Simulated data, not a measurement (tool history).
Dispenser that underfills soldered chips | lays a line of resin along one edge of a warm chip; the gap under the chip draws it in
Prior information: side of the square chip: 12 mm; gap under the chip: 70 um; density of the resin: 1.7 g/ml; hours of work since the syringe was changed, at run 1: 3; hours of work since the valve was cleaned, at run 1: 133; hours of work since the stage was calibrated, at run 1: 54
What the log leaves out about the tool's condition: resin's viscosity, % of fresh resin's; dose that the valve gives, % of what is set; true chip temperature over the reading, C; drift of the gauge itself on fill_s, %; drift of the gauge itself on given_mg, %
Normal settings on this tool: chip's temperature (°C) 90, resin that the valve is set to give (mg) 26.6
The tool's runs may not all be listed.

run,hour,chip's temperature (°C),resin that the valve is set to give (mg),hours of work since the syringe was changed,hours of work since the valve was cleaned,hours of work since the stage was calibrated,time until the resin shows at the far edge (s),resin that the valve gave (mg)
1,0.0,90,26.6,3,133,54,65.2,25.05
2,5.7,82,26.6,7,137,58,114.8,25.12
# hour 7.0: new syringe of resin
3,9.6,91,26.6,2,140,61,59.3,25.24
4,12.8,91,26.6,4,142,63,67.0,25.19
# hour 15.7: dispensing valve cleaned and set on the balance
# hour 18.5: new syringe of resin
5,19.6,100,26.6,1,3,67,39.2,26.66
6,22.8,100,26.6,3,5,69,42.9,26.60
7,28.1,100,26.6,7,9,73,50.3,26.62
# hour 29.0: new syringe of resin
8,31.2,100,26.6,2,11,75,40.9,26.39
9,35.2,100,26.6,4,13,78,45.6,26.54
# hour 39.3: new syringe of resin
10,41.0,90,34.4,1,17,82,58.7,34.34
11,45.6,90,26.6,4,21,85,71.5,26.54
12,48.5,90,26.6,7,23,87,77.5,26.50
# hour 49.9: new syringe of resin
13,54.1,90,26.6,3,26,91,65.4,26.46
14,58.8,90,24.1,6,30,94,76.1,23.91
# hour 60.5: new syringe of resin
15,64.9,90,24.1,3,34,98,68.4,23.62
16,68.0,90,24.1,5,36,101,76.6,23.70
# hour 70.9: new syringe of resin
17,73.4,90,33.3,2,40,104,61.9,32.79
18,77.7,90,33.3,5,43,107,71.2,32.95
# hour 81.4: new syringe of resin
19,82.1,90,33.3,0,46,110,58.4,32.69
20,85.6,90,32.7,3,48,113,63.6,32.15
21,88.4,90,32.7,5,50,115,69.9,32.09
# hour 91.8: new syringe of resin
22,94.4,90,32.7,2,54,119,62.6,32.05
23,100.0,104,32.4,6,58,123,39.8,31.55
# hour 102.3: new syringe of resin
24,103.5,104,32.4,1,60,125,32.0,31.58
25,106.1,104,32.4,3,62,127,35.1,31.56
26,111.8,104,32.4,7,66,131,41.8,31.75
# hour 112.6: new syringe of resin
27,115.3,90,30.0,2,69,133,62.6,29.07
28,117.7,99,24.2,4,70,135,46.4,23.51
# hour 123.1: new syringe of resin
29,123.1,78,24.0,0,74,138,102.4,23.46
30,127.1,90,25.0,3,77,141,67.2,24.42
31,131.9,90,25.0,6,80,145,76.9,24.37
# hour 133.4: new syringe of resin
32,137.1,101,25.8,3,84,148,39.7,25.03
33,142.7,90,32.2,7,88,152,78.1,31.22
# hour 143.9: new syringe of resin
34,148.4,90,32.2,3,91,156,66.7,31.08
35,153.1,90,32.2,7,95,159,77.4,31.22
# hour 154.2: new syringe of resin
36,157.7,76,25.4,3,98,162,125.6,24.51
37,161.5,76,25.4,5,101,165,141.2,24.33

How would selected steps in time until the resin shows at the far edge (s) from run to run divide? Give the signed amount a tool lacking its hidden state would still show from settings, what came in and random variation, and the signed amount left for the hidden state, including any gauge scatter that is not in both of the compared results.
Run 1 -> 2: chip's temperature (°C) 90 -> 82. time until the resin shows at the far edge (s) +49.6: hidden state +22.0, all else +27.6.
Run 2 -> 3: chip's temperature (°C) 82 -> 91, new syringe of resin. time until the resin shows at the far edge (s) -55.5: hidden state -24.2, all else -31.3.
Run 28 -> 29: chip's temperature (°C) 99 -> 78, resin that the valve is set to give (mg) 24.2 -> 24.0, new syringe of resin. time until the resin shows at the far edge (s) +56.0: hidden state -8.0, all else +64.0.
Run 36 -> 37: nothing adjusted, nothing logged. time until the resin shows at the far edge (s) +15.6: hidden state +16.3, all else -0.7.
